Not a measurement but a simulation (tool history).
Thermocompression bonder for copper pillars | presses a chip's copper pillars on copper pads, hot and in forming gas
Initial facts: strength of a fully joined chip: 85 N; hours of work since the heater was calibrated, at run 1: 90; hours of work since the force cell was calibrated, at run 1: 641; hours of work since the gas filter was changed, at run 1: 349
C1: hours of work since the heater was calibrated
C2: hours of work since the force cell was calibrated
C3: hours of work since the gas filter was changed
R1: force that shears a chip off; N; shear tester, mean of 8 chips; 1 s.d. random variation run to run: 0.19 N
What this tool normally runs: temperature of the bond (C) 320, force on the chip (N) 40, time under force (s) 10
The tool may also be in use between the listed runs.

run 1 hour=0 | temperature_of_the_bond_(C)=320 force_on_the_chip_(N)=40 time_under_force_(s)=10 | C1=90 C2=641 C3=349 | R1=30.7
run 2 hour=51.4 | temperature_of_the_bond_(C)=320 force_on_the_chip_(N)=30 time_under_force_(s)=10 | C1=113 C2=664 C3=372 | R1=26.7
-- hour=99.5 forming gas filter changed
run 3 hour=107.3 | temperature_of_the_bond_(C)=320 force_on_the_chip_(N)=30 time_under_force_(s)=10 | C1=139 C2=689 C3=4 | R1=28.4
run 4 hour=160 | temperature_of_the_bond_(C)=320 force_on_the_chip_(N)=30 time_under_force_(s)=10 | C1=162 C2=713 C3=27 | R1=28.4
run 5 hour=190.8 | temperature_of_the_bond_(C)=320 force_on_the_chip_(N)=30 time_under_force_(s)=10 | C1=176 C2=727 C3=41 | R1=28.4
run 6 hour=222.5 | temperature_of_the_bond_(C)=320 force_on_the_chip_(N)=40 time_under_force_(s)=10 | C1=191 C2=742 C3=56 | R1=33.2
run 7 hour=246.4 | temperature_of_the_bond_(C)=320 force_on_the_chip_(N)=40 time_under_force_(s)=10 | C1=202 C2=753 C3=67 | R1=33.3
run 8 hour=295.4 | temperature_of_the_bond_(C)=309 force_on_the_chip_(N)=40 time_under_force_(s)=10 | C1=224 C2=775 C3=89 | R1=29.6
run 9 hour=339 | temperature_of_the_bond_(C)=309 force_on_the_chip_(N)=40 time_under_force_(s)=10 | C1=244 C2=795 C3=109 | R1=29.3
run 10 hour=380.2 | temperature_of_the_bond_(C)=309 force_on_the_chip_(N)=40 time_under_force_(s)=10 | C1=262 C2=813 C3=127 | R1=29.6
run 11 hour=435.5 | temperature_of_the_bond_(C)=309 force_on_the_chip_(N)=40 time_under_force_(s)=10 | C1=287 C2=838 C3=152 | R1=29.6
run 12 hour=479.6 | temperature_of_the_bond_(C)=320 force_on_the_chip_(N)=40 time_under_force_(s)=10 | C1=307 C2=858 C3=172 | R1=33.5
run 13 hour=514.4 | temperature_of_the_bond_(C)=309 force_on_the_chip_(N)=38 time_under_force_(s)=13 | C1=323 C2=874 C3=188 | R1=32.3
run 14 hour=545 | temperature_of_the_bond_(C)=349 force_on_the_chip_(N)=31 time_under_force_(s)=21 | C1=337 C2=888 C3=202 | R1=49.9
run 15 hour=594.9 | temperature_of_the_bond_(C)=349 force_on_the_chip_(N)=31 time_under_force_(s)=21 | C1=360 C2=911 C3=225 | R1=49.6
run 16 hour=626.7 | temperature_of_the_bond_(C)=319 force_on_the_chip_(N)=47 time_under_force_(s)=7 | C1=374 C2=925 C3=239 | R1=31.1
run 17 hour=663.7 | temperature_of_the_bond_(C)=344 force_on_the_chip_(N)=46 time_under_force_(s)=22 | C1=391 C2=942 C3=256 | R1=55.9
run 18 hour=698.1 | temperature_of_the_bond_(C)=291 force_on_the_chip_(N)=46 time_under_force_(s)=22 | C1=407 C2=957 C3=272 | R1=35.2
run 19 hour=725.3 | temperature_of_the_bond_(C)=330 force_on_the_chip_(N)=26 time_under_force_(s)=23 | C1=419 C2=970 C3=284 | R1=40.4
run 20 hour=757.2 | temperature_of_the_bond_(C)=320 force_on_the_chip_(N)=40 time_under_force_(s)=21 | C1=433 C2=984 C3=298 | R1=43.2
run 21 hour=786.9 | temperature_of_the_bond_(C)=330 force_on_the_chip_(N)=42 time_under_force_(s)=10 | C1=447 C2=998 C3=312 | R1=37.6
run 22 hour=826.5 | temperature_of_the_bond_(C)=332 force_on_the_chip_(N)=42 time_under_force_(s)=18 | C1=465 C2=1016 C3=330 | R1=46.9
run 23 hour=856.3 | temperature_of_the_bond_(C)=336 force_on_the_chip_(N)=56 time_under_force_(s)=18 | C1=478 C2=1029 C3=343 | R1=53.9
run 24 hour=880.9 | temperature_of_the_bond_(C)=336 force_on_the_chip_(N)=56 time_under_force_(s)=18 | C1=490 C2=1040 C3=355 | R1=53.5

Alternative continuations, all from the tool just after run 24; predict every row:
run A hour=916.3 | temperature_of_the_bond_(C)=327 force_on_the_chip_(N)=24 time_under_force_(s)=10 | C1=506 C2=1056 C3=371 | R1=?
run B hour=916.3 | temperature_of_the_bond_(C)=314 force_on_the_chip_(N)=54 time_under_force_(s)=23 | C1=506 C2=1056 C3=371 | R1=?
run C hour=916.3 | temperature_of_the_bond_(C)=339 force_on_the_chip_(N)=24 time_under_force_(s)=6 | C1=506 C2=1056 C3=371 | R1=?
run D hour=916.3 | temperature_of_the_bond_(C)=320 force_on_the_chip_(N)=40 time_under_force_(s)=15 | C1=506 C2=1056 C3=371 | R1=?

run=A R1=27.5
run=B R1=48.2
run=C R1=25.6
run=D R1=38.9
Stripped of hidden state, with their random variation kept, the same runs would have yielded:
run=A R1=26.7
run=B R1=47.6
run=C R1=24.9
run=D R1=38

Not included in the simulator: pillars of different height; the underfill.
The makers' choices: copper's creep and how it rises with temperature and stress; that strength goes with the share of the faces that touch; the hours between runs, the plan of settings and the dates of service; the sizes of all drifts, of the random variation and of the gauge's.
